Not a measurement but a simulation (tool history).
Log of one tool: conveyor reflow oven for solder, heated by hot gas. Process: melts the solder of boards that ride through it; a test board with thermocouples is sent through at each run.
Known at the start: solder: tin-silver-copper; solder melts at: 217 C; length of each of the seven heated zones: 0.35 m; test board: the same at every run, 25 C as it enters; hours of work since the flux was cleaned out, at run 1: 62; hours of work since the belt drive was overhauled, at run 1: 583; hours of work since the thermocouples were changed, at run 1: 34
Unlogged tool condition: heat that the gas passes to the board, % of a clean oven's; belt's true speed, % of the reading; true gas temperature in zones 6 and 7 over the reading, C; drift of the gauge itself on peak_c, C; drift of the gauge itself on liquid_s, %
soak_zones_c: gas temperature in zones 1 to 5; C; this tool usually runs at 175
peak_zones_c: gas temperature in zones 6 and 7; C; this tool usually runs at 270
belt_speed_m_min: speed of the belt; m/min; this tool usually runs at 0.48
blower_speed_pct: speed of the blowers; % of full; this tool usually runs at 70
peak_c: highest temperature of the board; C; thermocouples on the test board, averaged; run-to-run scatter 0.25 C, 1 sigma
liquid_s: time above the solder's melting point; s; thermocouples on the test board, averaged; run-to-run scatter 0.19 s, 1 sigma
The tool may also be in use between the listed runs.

| run | hour | soak_zones_c | peak_zones_c | belt_speed_m_min | blower_speed_pct | hours of work since the flux was cleaned out | hours of work since the belt drive was overhauled | hours of work since the thermocouples were changed | peak_c | liquid_s |
|---|---|---|---|---|---|---|---|---|---|---|
| 1 | 0.0 | 175 | 270 | 0.48 | 70 | 62 | 583 | 34 | 256.1 | 70.2 |
| 2 | 6.8 | 175 | 270 | 0.48 | 70 | 65 | 586 | 37 | 256.1 | 70.3 |
| 3 | 12.3 | 175 | 270 | 0.48 | 70 | 68 | 589 | 40 | 256.0 | 70.8 |
| 4 | 18.3 | 166 | 270 | 0.48 | 70 | 71 | 592 | 43 | 254.7 | 65.7 |
| 5 | 26.9 | 175 | 270 | 0.48 | 70 | 75 | 596 | 47 | 256.0 | 70.2 |
| 6 | 31.8 | 175 | 270 | 0.48 | 70 | 78 | 599 | 50 | 256.0 | 70.7 |
| 7 | 36.5 | 175 | 279 | 0.48 | 70 | 80 | 601 | 52 | 264.6 | 75.6 |
| 8 | 44.1 | 175 | 279 | 0.48 | 70 | 84 | 605 | 56 | 264.1 | 75.9 |
| 9 | 51.7 | 175 | 279 | 0.48 | 70 | 88 | 609 | 60 | 264.2 | 75.6 |
| 10 | 59.6 | 175 | 279 | 0.48 | 70 | 92 | 613 | 64 | 264.0 | 75.3 |
| 11 | 64.7 | 175 | 271 | 0.48 | 70 | 94 | 615 | 66 | 256.9 | 70.9 |
| 12 | 69.0 | 175 | 270 | 0.48 | 83 | 97 | 618 | 68 | 258.5 | 73.2 |

For run 13, what comes out?
| 13 | 73.8 | 173 | 270 | 0.48 | 70 | 99 | 620 | 71 | ? | ? |

peak_c: 255.6 C
liquid_s: 69.2 s
With the hidden condition absent and the run-to-run variation left alone, this run would have shown peak_c 255.9 C, liquid_s 68.4 s.
